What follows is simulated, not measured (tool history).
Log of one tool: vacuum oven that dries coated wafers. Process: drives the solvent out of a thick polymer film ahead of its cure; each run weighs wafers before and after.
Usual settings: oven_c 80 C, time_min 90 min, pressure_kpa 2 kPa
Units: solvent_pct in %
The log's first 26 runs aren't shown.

run     day  oven_c  time_min  pressure_kpa  solvent_pct
 27  19.817      72        90             2         9.61
 28  20.796      80       145          5.44         9.95
 29  21.683      66       158             2        10.07
 30  22.488      93        90          3.27         3.89
 31  23.354      82       116          2.54          5.7
 32  24.221      81       125          4.51         8.61
 33  25.042      81       125          4.51         8.53
 34  25.775      81       138           5.2         9.53
 35  26.542      81       138           5.2         9.38
 36  27.233      81       138           5.2         9.28
 37  27.783      77        66             2         8.77
 38  28.575      80       123          4.37         8.95
 39  29.354      83        90          7.97        12.96
 40  30.008      81        76          1.82         6.68
 41  30.479      82        57             2          7.6
 42  31.175      80       109          3.63          8.3
 43  31.996      80       109          3.63         8.18
 44  32.542      80        84          3.62         9.04
 45  33.429      65        62             5         15.4
 46  34.154      80       126          7.58        13.47
 47  35.112      80       126          7.58        13.62

Forecast each of these 3 alternatives for the next run:
     35.542  -- oven's thermocouples calibrated
  A  35.679      81        90             2            ?
     35.542  -- oven's thermocouples calibrated
  B  35.679      75       126          1.91            ?
     35.542  -- oven's thermocouples calibrated
  C  35.679      87        79          1.45            ?

run  solvent_pct
  A         5.87
  B         6.78
  C         3.62
Without the tool's hidden state the same runs would have given:
run  solvent_pct
  A         5.81
  B          6.7
  C         3.57

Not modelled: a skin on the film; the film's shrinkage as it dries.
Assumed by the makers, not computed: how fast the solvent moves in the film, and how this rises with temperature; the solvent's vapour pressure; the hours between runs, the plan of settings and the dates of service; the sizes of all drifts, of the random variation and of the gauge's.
